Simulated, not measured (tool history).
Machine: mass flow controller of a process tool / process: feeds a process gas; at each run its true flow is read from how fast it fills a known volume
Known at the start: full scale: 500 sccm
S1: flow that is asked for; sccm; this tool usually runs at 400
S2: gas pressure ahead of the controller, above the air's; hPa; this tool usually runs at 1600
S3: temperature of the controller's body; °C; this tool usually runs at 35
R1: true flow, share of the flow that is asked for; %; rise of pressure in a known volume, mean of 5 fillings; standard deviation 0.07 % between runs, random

{"run": 1, "hour": 0.0, "S1": 400, "S2": 1600, "S3": 35, "R1": 95.93}
{"run": 2, "hour": 145.9, "S1": 400, "S2": 1600, "S3": 35, "R1": 95.81}
{"run": 3, "hour": 331.5, "S1": 400, "S2": 1600, "S3": 35, "R1": 95.73}
{"hour": 551.5, "done": "controller's zero set anew"}
{"run": 4, "hour": 593.4, "S1": 400, "S2": 1600, "S3": 35, "R1": 94.96}
{"run": 5, "hour": 788.1, "S1": 400, "S2": 2550, "S3": 35, "R1": 95.38}
{"run": 6, "hour": 943.7, "S1": 400, "S2": 2550, "S3": 26, "R1": 96.04}
{"run": 7, "hour": 1085.3, "S1": 400, "S2": 2550, "S3": 21, "R1": 96.67}
{"run": 8, "hour": 1261.5, "S1": 400, "S2": 2550, "S3": 21, "R1": 96.45}
{"run": 9, "hour": 1477.7, "S1": 400, "S2": 1600, "S3": 32, "R1": 94.83}
{"run": 10, "hour": 1654.4, "S1": 400, "S2": 2280, "S3": 35, "R1": 94.99}
{"run": 11, "hour": 1864.0, "S1": 400, "S2": 2280, "S3": 35, "R1": 94.97}
{"run": 12, "hour": 2115.0, "S1": 400, "S2": 1600, "S3": 39, "R1": 94.06}
{"hour": 2191.8, "done": "controller's zero set anew, once more"}
{"run": 13, "hour": 2268.4, "S1": 400, "S2": 1600, "S3": 35, "R1": 97.09}
{"run": 14, "hour": 2406.9, "S1": 400, "S2": 1600, "S3": 35, "R1": 96.83}
{"run": 15, "hour": 2555.4, "S1": 400, "S2": 1600, "S3": 35, "R1": 96.94}
{"run": 16, "hour": 2681.6, "S1": 400, "S2": 1600, "S3": 35, "R1": 96.96}
{"run": 17, "hour": 2876.1, "S1": 400, "S2": 1970, "S3": 35, "R1": 97.06}
{"run": 18, "hour": 3035.4, "S1": 400, "S2": 1970, "S3": 38, "R1": 96.72}
{"run": 19, "hour": 3149.3, "S1": 400, "S2": 1970, "S3": 38, "R1": 96.75}
{"run": 20, "hour": 3328.8, "S1": 400, "S2": 1970, "S3": 38, "R1": 96.61}
{"run": 21, "hour": 3559.5, "S1": 400, "S2": 1970, "S3": 38, "R1": 96.42}
{"run": 22, "hour": 3840.4, "S1": 400, "S2": 1970, "S3": 38, "R1": 96.46}
{"run": 23, "hour": 4059.8, "S1": 400, "S2": 1970, "S3": 38, "R1": 96.41}
{"run": 24, "hour": 4214.9, "S1": 400, "S2": 1600, "S3": 35, "R1": 96.28}
{"run": 25, "hour": 4330.9, "S1": 400, "S2": 1600, "S3": 35, "R1": 96.39}
{"run": 26, "hour": 4486.4, "S1": 281, "S2": 1600, "S3": 35, "R1": 95.56}
{"run": 27, "hour": 4685.4, "S1": 281, "S2": 1600, "S3": 35, "R1": 95.64}
{"run": 28, "hour": 4830.8, "S1": 115, "S2": 1600, "S3": 28, "R1": 94.76}
{"run": 29, "hour": 5025.3, "S1": 316, "S2": 1900, "S3": 26, "R1": 96.83}
{"run": 30, "hour": 5299.5, "S1": 93, "S2": 2710, "S3": 25, "R1": 94.64}
{"run": 31, "hour": 5412.7, "S1": 241, "S2": 1600, "S3": 35, "R1": 95.12}
{"run": 32, "hour": 5649.2, "S1": 400, "S2": 1760, "S3": 21, "R1": 97.21}
{"run": 33, "hour": 5828.1, "S1": 358, "S2": 1720, "S3": 23, "R1": 96.74}
{"run": 34, "hour": 6049.7, "S1": 358, "S2": 1720, "S3": 23, "R1": 96.69}
{"run": 35, "hour": 6175.8, "S1": 400, "S2": 2300, "S3": 31, "R1": 96.43}
{"run": 36, "hour": 6440.5, "S1": 400, "S2": 2770, "S3": 29, "R1": 96.79}
{"run": 37, "hour": 6664.7, "S1": 400, "S2": 2770, "S3": 29, "R1": 96.85}
{"run": 38, "hour": 6860.5, "S1": 149, "S2": 1470, "S3": 29, "R1": 93.65}
{"run": 39, "hour": 7119.9, "S1": 149, "S2": 1470, "S3": 29, "R1": 93.49}
{"run": 40, "hour": 7339.9, "S1": 431, "S2": 1600, "S3": 36, "R1": 95.36}
{"run": 41, "hour": 7571.3, "S1": 431, "S2": 1600, "S3": 36, "R1": 95.3}
{"run": 42, "hour": 7731.9, "S1": 480, "S2": 1560, "S3": 35, "R1": 95.48}
{"run": 43, "hour": 8005.1, "S1": 480, "S2": 1560, "S3": 35, "R1": 95.53}
{"run": 44, "hour": 8211.5, "S1": 480, "S2": 1560, "S3": 35, "R1": 95.35}
{"run": 45, "hour": 8360.5, "S1": 200, "S2": 1600, "S3": 35, "R1": 93.15}
{"run": 46, "hour": 8629.4, "S1": 400, "S2": 2070, "S3": 35, "R1": 95.04}
{"run": 47, "hour": 8820.4, "S1": 115, "S2": 2200, "S3": 29, "R1": 91.5}
{"run": 48, "hour": 9091.1, "S1": 60, "S2": 2590, "S3": 35, "R1": 86.39}

Below are 3 alternative next runs, each starting from the tool's condition after run 48. Predict each:
{"run": "A", "hour": 9356.1, "S1": 179, "S2": 1800, "S3": 35, "R1": "?"}
{"run": "B", "hour": 9356.1, "S1": 152, "S2": 2520, "S3": 29, "R1": "?"}
{"run": "C", "hour": 9356.1, "S1": 130, "S2": 2030, "S3": 37, "R1": "?"}

run=A R1=92.29
run=B R1=92.61
run=C R1=90.98
What these runs would have given with no unlogged condition in the tool:
run=A R1=98.08
run=B R1=98.97
run=C R1=97.99
